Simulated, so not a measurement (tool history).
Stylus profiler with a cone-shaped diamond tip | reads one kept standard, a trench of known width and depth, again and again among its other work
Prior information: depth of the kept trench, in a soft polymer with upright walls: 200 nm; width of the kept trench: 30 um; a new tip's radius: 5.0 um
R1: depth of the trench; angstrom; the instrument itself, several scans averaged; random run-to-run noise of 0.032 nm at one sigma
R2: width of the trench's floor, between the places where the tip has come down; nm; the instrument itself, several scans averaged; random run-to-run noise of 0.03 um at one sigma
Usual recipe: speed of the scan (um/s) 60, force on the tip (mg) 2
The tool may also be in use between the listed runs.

Run 1, hour 0: usual settings. Result: R1 2021.6 angstrom, R2 26040 nm.
Run 2, hour 87.5: usual settings. Result: R1 2021.4 angstrom, R2 25910 nm.
Run 3, hour 149.8: usual settings. Result: R1 2021.5 angstrom, R2 25860 nm.
Run 4, hour 223.3: usual settings. Result: R1 2021.4 angstrom, R2 25710 nm.
Run 5, hour 314.4: usual settings. Result: R1 2021.7 angstrom, R2 25570 nm.
Run 6, hour 355.6: usual settings but speed of the scan (um/s) 123. Result: R1 2020.6 angstrom, R2 25150 nm.
Run 7, hour 422.5: usual settings but speed of the scan (um/s) 123. Result: R1 2021 angstrom, R2 25040 nm.
Run 8, hour 482.8: usual settings but force on the tip (mg) 0.92. Result: R1 2012 angstrom, R2 25170 nm.
At hour 487.3: height scale calibrated on a step standard.
Run 9, hour 566.9: usual settings but speed of the scan (um/s) 235, force on the tip (mg) 3.92. Result: R1 2032.7 angstrom, R2 24690 nm.
Run 10, hour 625.6: usual settings but speed of the scan (um/s) 45, force on the tip (mg) 1.42. Result: R1 2015.6 angstrom, R2 25210 nm.

Predict the results of run 11:
At hour 647.7: height scale calibrated on a step standard, once more.
Run 11, hour 671.4: usual settings but speed of the scan (um/s) 26, force on the tip (mg) 1.42. Result: R1 ?, R2 ?.

Run 11 measured R1 2015.9 angstrom, R2 25300 nm.
With no hidden state in the tool, this same run would have given R1 2016.9 angstrom, R2 27070 nm.
